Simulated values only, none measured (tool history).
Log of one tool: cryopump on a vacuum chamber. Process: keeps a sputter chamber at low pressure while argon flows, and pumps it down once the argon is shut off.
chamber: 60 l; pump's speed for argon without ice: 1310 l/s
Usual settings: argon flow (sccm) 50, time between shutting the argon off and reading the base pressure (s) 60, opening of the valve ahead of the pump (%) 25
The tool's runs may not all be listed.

run   hour  argon flow (sccm)  time between shutting the argon off and reading the base pressure (s)  opening of the valve ahead of the pump (%)  pressure while argon flows (Pa)  pressure after the wait (uPa)
  1    0.0                 50                                                                     60                                          25                           0.2635                           2.39
  2   24.9                 50                                                                     60                                          25                           0.2646                           2.45
  3   42.5                 50                                                                     60                                          25                           0.2647                           2.34
  4   64.6                 50                                                                     60                                          25                           0.2652                           2.28
  5   80.9                 50                                                                     60                                          25                           0.2650                           2.44
  6  114.2                 54                                                                     60                                          25                           0.2887                           2.51
  7  145.6                 54                                                                     60                                          25                           0.2892                           2.50
  8  167.8                 71                                                                     60                                          25                           0.3796                           2.46
  9  185.8                 50                                                                     60                                          57                           0.1235                           2.54
 10  211.5                 50                                                                     60                                          57                           0.1230                           2.48
 11  232.1                 35                                                                     60                                          57                           0.0857                           2.60
 12  263.3                 35                                                                     60                                          57                           0.0867                           2.55
 13  294.3                 35                                                                     66                                          57                           0.0872                           2.37
 14  323.8                 21                                                                     60                                          25                           0.1140                           2.60
 15  355.6                 89                                                                     60                                          25                           0.4788                           2.65
 16  379.9                 89                                                                     60                                          25                           0.4839                           2.61
 17  416.1                 89                                                                     60                                          25                           0.4809                           2.65
 18  432.2                 50                                                                    205                                          25                           0.2724                           1.39
 19  468.2                 51                                                                    280                                          25                           0.2811                           1.26
     490.4  -- pump warmed up, emptied and cooled again
 20  505.6                 51                                                                    280                                          25                           0.2645                           1.07
 21  532.4                 70                                                                    272                                          57                           0.1604                           1.13
 22  558.7                 28                                                                     60                                          51                           0.0724                           2.49
 23  591.6                 29                                                                     83                                          30                           0.1266                           2.03
 24  610.7                 36                                                                    155                                          40                           0.1185                           1.45
 25  641.2                 50                                                                    100                                          20                           0.3248                           1.91
 26  672.8                 50                                                                    100                                          20                           0.3257                           1.87
 27  703.3                 50                                                                    100                                          20                           0.3282                           1.85
 28  726.0                 29                                                                    243                                          48                           0.0797                           1.27
 29  752.8                 29                                                                    243                                          48                           0.0818                           1.29
 30  769.6                 50                                                                    133                                          39                           0.1697                           1.62
 31  793.6                 50                                                                     25                                          25                           0.2624                           5.21
 32  812.2                 29                                                                    244                                          17                           0.2238                           1.26
 33  844.0                 20                                                                     60                                          25                           0.1061                           2.57
 34  861.7                 44                                                                     54                                          25                           0.2342                           2.87
 35  879.0                 40                                                                     36                                          32                           0.1676                           3.87

Forecast each of these 3 alternatives for the next run:
  A  911.5                 50                                                                     60                                          15                                ?                              ?
  B  911.5                 40                                                                     37                                          32                                ?                              ?
  C  911.5                 59                                                                     36                                          24                                ?                              ?

run  pressure while argon flows (Pa)  pressure after the wait (uPa)
  A                           0.4387                           2.64
  B                           0.1671                           3.64
  C                           0.3277                           3.79
Without the tool's hidden state the same runs would have given:
run  pressure while argon flows (Pa)  pressure after the wait (uPa)
  A                           0.4306                           1.97
  B                           0.1606                           2.98
  C                           0.3181                           3.12
